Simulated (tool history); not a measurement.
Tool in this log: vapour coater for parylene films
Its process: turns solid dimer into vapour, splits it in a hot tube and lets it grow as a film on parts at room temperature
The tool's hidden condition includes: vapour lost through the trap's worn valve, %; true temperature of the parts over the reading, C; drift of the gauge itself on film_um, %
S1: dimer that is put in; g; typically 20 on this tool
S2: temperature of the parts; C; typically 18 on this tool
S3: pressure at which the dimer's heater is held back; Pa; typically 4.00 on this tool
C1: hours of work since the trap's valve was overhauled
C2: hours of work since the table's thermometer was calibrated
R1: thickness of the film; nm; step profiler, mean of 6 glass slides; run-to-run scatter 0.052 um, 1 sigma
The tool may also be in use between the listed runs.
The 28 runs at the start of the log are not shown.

run,hour,S1,S2,S3,C1,C2,R1
29,1442.0,13,13,2.70,414,1450,5700
30,1509.2,13,13,2.70,442,1478,5640
31,1551.3,13,13,2.70,459,1495,5740
# hour 1596.7: table's thermometer calibrated
32,1596.7,29,13,2.70,477,0,12690
33,1630.1,12,28,11.04,491,14,2470
# hour 1648.8: trap's valve overhauled
34,1698.5,23,15,4.00,20,40,9040
35,1736.7,23,15,4.00,36,56,9080
36,1776.0,11,10,8.98,52,72,4870
37,1830.5,11,18,6.87,75,94,3620
38,1866.9,21,11,4.02,89,109,9400
39,1931.0,21,11,4.02,116,135,9380
40,1961.9,29,16,4.00,128,148,11080
41,2018.3,15,15,8.46,152,171,5570
42,2076.9,15,15,9.36,176,195,5510
43,2149.4,15,15,9.36,205,225,5570
44,2204.9,30,21,3.31,228,248,9100

Consider 5 possible next runs. They are alternatives, not a sequence: every one starts from the tool as it was left by run 44. What does each give?
A,2237.4,30,15,3.31,241,261,?
B,2237.4,29,11,3.31,241,261,?
C,2237.4,20,23,2.73,241,261,?
D,2237.4,15,15,4.00,241,261,?
E,2237.4,20,22,4.00,241,261,?

run,R1
A,12010
B,13030
C,5660
D,5800
E,5760
Take away the tool's hidden state, keep each run's random variation, and the runs would have read:
run,R1
A,12030
B,13050
C,5660
D,5810
E,5760

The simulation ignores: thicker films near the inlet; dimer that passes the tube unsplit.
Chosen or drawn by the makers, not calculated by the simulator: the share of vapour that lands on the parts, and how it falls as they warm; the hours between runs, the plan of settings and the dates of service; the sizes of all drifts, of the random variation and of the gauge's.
